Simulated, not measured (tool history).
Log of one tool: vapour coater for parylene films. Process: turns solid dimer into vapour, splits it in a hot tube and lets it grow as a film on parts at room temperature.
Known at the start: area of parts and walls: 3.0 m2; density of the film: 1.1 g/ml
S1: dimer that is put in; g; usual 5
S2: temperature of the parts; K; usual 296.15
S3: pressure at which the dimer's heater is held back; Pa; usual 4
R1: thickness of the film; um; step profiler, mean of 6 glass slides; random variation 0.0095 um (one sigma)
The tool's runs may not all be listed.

| run | hour | S1 | S2 | S3 | R1 |
|---|---|---|---|---|---|
| 1 | 0 | 5 | 296.15 | 4 | 0.706 |
| 2 | 28.7 | 5 | 298.15 | 4 | 0.687 |
| 3 | 40.3 | 5 | 296.15 | 2.86 | 0.714 |
| 4 | 57.1 | 5 | 296.15 | 2.86 | 0.713 |
| 5 | 77 | 5 | 296.15 | 2.86 | 0.735 |
| 6 | 93.7 | 5 | 296.15 | 5.88 | 0.685 |
| 7 | 112.3 | 5 | 296.15 | 5.88 | 0.681 |
| 8 | 132.4 | 5 | 296.15 | 4 | 0.698 |
| 9 | 150.3 | 5 | 296.15 | 4 | 0.709 |
| 10 | 176.9 | 5 | 296.15 | 4 | 0.703 |
| 11 | 200.5 | 2 | 290.15 | 4 | 0.294 |
| 12 | 214.8 | 2 | 290.15 | 4 | 0.299 |
| 13 | 235.2 | 2 | 290.15 | 4 | 0.291 |
| 14 | 259.7 | 2 | 301.15 | 7.09 | 0.239 |
| 15 | 286.2 | 2 | 301.15 | 7.09 | 0.228 |
| 16 | 311 | 3 | 302.15 | 2.98 | 0.394 |
| 17 | 337.8 | 3 | 302.15 | 2.98 | 0.376 |

5 ways to go on from here, each from the tool as it stands after run 17. What would each give?
| A | 363.8 | 5 | 296.15 | 6.51 | ? |
| B | 363.8 | 5 | 299.15 | 4.39 | ? |
| C | 363.8 | 8 | 296.15 | 4 | ? |
| D | 363.8 | 3 | 302.15 | 5.8 | ? |
| E | 363.8 | 3 | 296.15 | 7.27 | ? |

| run | R1 |
|---|---|
| A | 0.64 |
| B | 0.625 |
| C | 1.068 |
| D | 0.348 |
| E | 0.374 |
Without the tool's hidden state the same runs would have given:
| run | R1 |
|---|---|
| A | 0.712 |
| B | 0.696 |
| C | 1.187 |
| D | 0.388 |
| E | 0.416 |
